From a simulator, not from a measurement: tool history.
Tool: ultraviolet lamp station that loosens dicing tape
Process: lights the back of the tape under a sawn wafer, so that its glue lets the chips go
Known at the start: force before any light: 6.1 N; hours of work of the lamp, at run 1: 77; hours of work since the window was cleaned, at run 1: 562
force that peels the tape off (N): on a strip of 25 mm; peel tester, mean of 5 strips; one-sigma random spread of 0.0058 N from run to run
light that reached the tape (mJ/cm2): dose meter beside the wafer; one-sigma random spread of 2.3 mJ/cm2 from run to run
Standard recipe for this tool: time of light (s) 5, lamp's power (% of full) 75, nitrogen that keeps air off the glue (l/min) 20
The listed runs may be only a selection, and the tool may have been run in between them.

| run | hour | time of light (s) | lamp's power (% of full) | nitrogen that keeps air off the glue (l/min) | hours of work of the lamp | hours of work since the window was cleaned | force that peels the tape off (N) | light that reached the tape (mJ/cm2) |
|---|---|---|---|---|---|---|---|---|
| 1 | 0 | 5 | 75 | 20 | 77 | 562 | 0.207 | 209 |
|  | 1.1 | window cleaned of glue's vapour |
| 2 | 8.1 | 5 | 92 | 20 | 82 | 4 | 0.132 | 254 |
| 3 | 15.8 | 5 | 64 | 20 | 86 | 8 | 0.363 | 175 |
| 4 | 24.1 | 5 | 75 | 20 | 91 | 13 | 0.237 | 204 |
| 5 | 31.9 | 5 | 75 | 20 | 95 | 18 | 0.232 | 203 |
| 6 | 39.2 | 5 | 75 | 20 | 99 | 22 | 0.247 | 203 |
| 7 | 45.8 | 5 | 75 | 20 | 103 | 26 | 0.253 | 202 |
| 8 | 51 | 5 | 75 | 20 | 106 | 29 | 0.245 | 200 |
| 9 | 58.6 | 5 | 75 | 14 | 111 | 33 | 0.375 | 201 |
|  | 61 | window cleaned of glue's vapour, once more |
| 10 | 68.4 | 5 | 75 | 14 | 116 | 4 | 0.26 | 236 |
| 11 | 77 | 5 | 75 | 14 | 121 | 9 | 0.246 | 236 |
| 12 | 86.9 | 5 | 75 | 14 | 127 | 15 | 0.235 | 235 |
| 13 | 94.5 | 9 | 75 | 6 | 131 | 19 | 0.128 | 426 |
| 14 | 100.2 | 9 | 75 | 11 | 134 | 23 | 0.08 | 429 |
| 15 | 109.9 | 6 | 75 | 21 | 140 | 28 | 0.103 | 281 |
| 16 | 117.4 | 3 | 75 | 12 | 144 | 32 | 0.933 | 138 |
| 17 | 126.9 | 3 | 69 | 34 | 150 | 38 | 0.488 | 130 |

Predict the results of run 18:
| 18 | 136.7 | 3 | 69 | 34 | 155 | 44 | ? | ? |

force that peels the tape off (N): 0.484
light that reached the tape (mJ/cm2): 129
Take away the tool's hidden state, keep the run-to-run variation as it was, and the same run would have given force that peels the tape off (N) 0.437, light that reached the tape (mJ/cm2) 135.
